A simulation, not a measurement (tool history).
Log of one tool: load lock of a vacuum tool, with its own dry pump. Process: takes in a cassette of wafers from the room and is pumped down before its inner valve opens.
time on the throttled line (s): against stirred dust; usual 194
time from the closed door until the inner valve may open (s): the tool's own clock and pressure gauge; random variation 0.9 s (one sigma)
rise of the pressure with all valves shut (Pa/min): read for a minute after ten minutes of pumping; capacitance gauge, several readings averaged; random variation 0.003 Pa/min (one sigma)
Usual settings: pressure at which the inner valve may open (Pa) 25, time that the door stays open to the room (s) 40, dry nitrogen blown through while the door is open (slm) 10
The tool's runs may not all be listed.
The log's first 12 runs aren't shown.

run    hour  time on the throttled line (s)  pressure at which the inner valve may open (Pa)  time that the door stays open to the room (s)  dry nitrogen blown through while the door is open (slm)  hours that the pump has run since its overhaul  times that the door has closed on its seal  incoming humidity of the room's air, %  time from the closed door until the inner valve may open (s)  rise of the pressure with all valves shut (Pa/min)
 13  1016.4                             189                                               25                                             35                                                       10                                            4185                                       22756                                    44.2                                                         293.8                                               0.161
 14  1072.7                             194                                               25                                             40                                                        5                                            4241                                       22977                                    42.9                                                         296.2                                               0.173
 15  1158.0                             194                                               25                                             40                                                        5                                            4326                                       23313                                    42.0                                                         297.5                                               0.176
 16  1266.7                             194                                               25                                             40                                                       10                                            4435                                       23741                                    45.9                                                         296.4                                               0.172
 17  1328.2                             194                                               25                                             40                                                       12                                            4497                                       23984                                    44.8                                                         297.5                                               0.176
 18  1448.6                             194                                               25                                             40                                                       12                                            4617                                       24457                                    42.1                                                         297.2                                               0.174
 19  1544.9                             292                                               36                                             62                                                        6                                            4713                                       24837                                    46.7                                                         374.4                                               0.199
 20  1618.9                             194                                               24                                            139                                                       10                                            4787                                       25128                                    48.3                                                         297.2                                               0.242
 21  1697.8                             252                                               36                                             45                                                       10                                            4866                                       25439                                    40.5                                                         340.7                                               0.190
 22  1822.9                             302                                               24                                             76                                                       14                                            4991                                       25932                                    42.2                                                         389.8                                               0.209
 23  1945.2                             302                                               24                                             76                                                       14                                            5114                                       26413                                    42.2                                                         390.1                                               0.205
 24  2034.5                             266                                               24                                             94                                                       14                                            5203                                       26765                                    43.9                                                         359.0                                               0.229
 25  2165.4                             111                                               25                                             31                                                        9                                            5334                                       27280                                    42.7                                                         227.8                                               0.208
 26  2239.1                             194                                               41                                             40                                                       15                                            5408                                       27571                                    42.5                                                         289.4                                               0.200
 27  2334.7                             368                                               19                                             64                                                       28                                            5503                                       27947                                    46.5                                                         449.7                                               0.214
 28  2417.5                             368                                               19                                             64                                                       28                                            5586                                       28273                                    44.6                                                         450.8                                               0.211
 29  2503.9                             368                                               19                                             64                                                       28                                            5672                                       28613                                    44.9                                                         449.7                                               0.217
 30  2563.1                             368                                               19                                             64                                                       28                                            5732                                       28846                                    44.2                                                         450.7                                               0.223
 31  2695.1                             368                                               30                                             33                                                       28                                            5864                                       29366                                    45.7                                                         439.4                                               0.218
 32  2823.8                             368                                               30                                             33                                                       28                                            5992                                       29873                                    45.5                                                         441.7                                               0.227
 33  2941.0                             194                                               39                                             60                                                       10                                            6109                                       30335                                    47.0                                                         290.9                                               0.257
 34  3035.5                             194                                               39                                             60                                                       10                                            6204                                       30707                                    44.1                                                         290.5                                               0.257
 35  3151.1                             194                                               39                                             60                                                       10                                            6320                                       31162                                    49.5                                                         290.1                                               0.270
 36  3219.5                             345                                               20                                             30                                                       10                                            6388                                       31431                                    43.3                                                         428.4                                               0.246

Forecast each of these 5 alternatives for the next run:
  A  3327.2                             194                                               25                                             40                                                       15                                            6496                                       31856                                    42.4                                                             ?                                                   ?
  B  3327.2                             284                                               18                                             40                                                       10                                            6496                                       31856                                    41.0                                                             ?                                                   ?
  C  3327.2                             345                                               20                                             44                                                       10                                            6496                                       31856                                    45.1                                                             ?                                                   ?
  D  3327.2                             345                                               20                                             30                                                        6                                            6496                                       31856                                    45.0                                                             ?                                                   ?
  E  3327.2                             170                                               20                                             50                                                       11                                            6496                                       31856                                    45.1                                                             ?                                                   ?

run  time from the closed door until the inner valve may open (s)  rise of the pressure with all valves shut (Pa/min)
  A                                                         297.3                                               0.254
  B                                                         378.9                                               0.256
  C                                                         432.5                                               0.261
  D                                                         432.8                                               0.259
  E                                                         280.9                                               0.263
Without the tool's hidden state the same runs would have given:
run  time from the closed door until the inner valve may open (s)  rise of the pressure with all valves shut (Pa/min)
  A                                                         292.0                                               0.025
  B                                                         374.0                                               0.031
  C                                                         428.1                                               0.034
  D                                                         428.4                                               0.034
  E                                                         274.9                                               0.038
